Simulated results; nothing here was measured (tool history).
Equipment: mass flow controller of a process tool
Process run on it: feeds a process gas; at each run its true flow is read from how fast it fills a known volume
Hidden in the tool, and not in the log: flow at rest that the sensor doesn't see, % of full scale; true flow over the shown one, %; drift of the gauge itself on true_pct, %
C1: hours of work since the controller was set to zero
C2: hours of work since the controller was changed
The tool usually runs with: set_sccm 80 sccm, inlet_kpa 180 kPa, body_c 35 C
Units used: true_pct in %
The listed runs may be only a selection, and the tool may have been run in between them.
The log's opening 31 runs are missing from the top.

{"run": 32, "day": 230.204, "set_sccm": 80, "inlet_kpa": 180, "body_c": 29, "C1": 3777, "C2": 3777, "true_pct": 99.21}
{"run": 33, "day": 239.3, "set_sccm": 39, "inlet_kpa": 180, "body_c": 26, "C1": 3890, "C2": 3890, "true_pct": 98.66}
{"run": 34, "day": 244.25, "set_sccm": 39, "inlet_kpa": 146, "body_c": 39, "C1": 3952, "C2": 3952, "true_pct": 97.79}
{"run": 35, "day": 253.504, "set_sccm": 71, "inlet_kpa": 255, "body_c": 22, "C1": 4067, "C2": 4067, "true_pct": 98.73}
{"run": 36, "day": 258.458, "set_sccm": 71, "inlet_kpa": 255, "body_c": 22, "C1": 4129, "C2": 4129, "true_pct": 98.63}
{"run": 37, "day": 263.292, "set_sccm": 21, "inlet_kpa": 180, "body_c": 29, "C1": 4189, "C2": 4189, "true_pct": 97.68}
{"run": 38, "day": 273.083, "set_sccm": 29, "inlet_kpa": 205, "body_c": 25, "C1": 4311, "C2": 4311, "true_pct": 97.94}
{"run": 39, "day": 281.212, "set_sccm": 80, "inlet_kpa": 163, "body_c": 31, "C1": 4413, "C2": 4413, "true_pct": 98.55}
{"run": 40, "day": 286.421, "set_sccm": 80, "inlet_kpa": 163, "body_c": 31, "C1": 4478, "C2": 4478, "true_pct": 98.53}
{"run": 41, "day": 294.975, "set_sccm": 80, "inlet_kpa": 163, "body_c": 40, "C1": 4584, "C2": 4584, "true_pct": 97.83}

What if the next run were any one of these 5? Each begins from the tool's condition after run 41:
{"run": "A", "day": 304.9, "set_sccm": 47, "inlet_kpa": 180, "body_c": 29, "C1": 4708, "C2": 4708, "true_pct": "?"}
{"run": "B", "day": 304.9, "set_sccm": 80, "inlet_kpa": 156, "body_c": 40, "C1": 4708, "C2": 4708, "true_pct": "?"}
{"run": "C", "day": 304.9, "set_sccm": 67, "inlet_kpa": 168, "body_c": 31, "C1": 4708, "C2": 4708, "true_pct": "?"}
{"run": "D", "day": 304.9, "set_sccm": 80, "inlet_kpa": 200, "body_c": 40, "C1": 4708, "C2": 4708, "true_pct": "?"}
{"run": "E", "day": 304.9, "set_sccm": 80, "inlet_kpa": 180, "body_c": 38, "C1": 4708, "C2": 4708, "true_pct": "?"}

run=A true_pct=97.93
run=B true_pct=97.76
run=C true_pct=98.09
run=D true_pct=97.54
run=E true_pct=97.80
Without the tool's hidden state the same runs would have given:
run=A true_pct=99.04
run=B true_pct=98.86
run=C true_pct=99.19
run=D true_pct=98.64
run=E true_pct=98.90
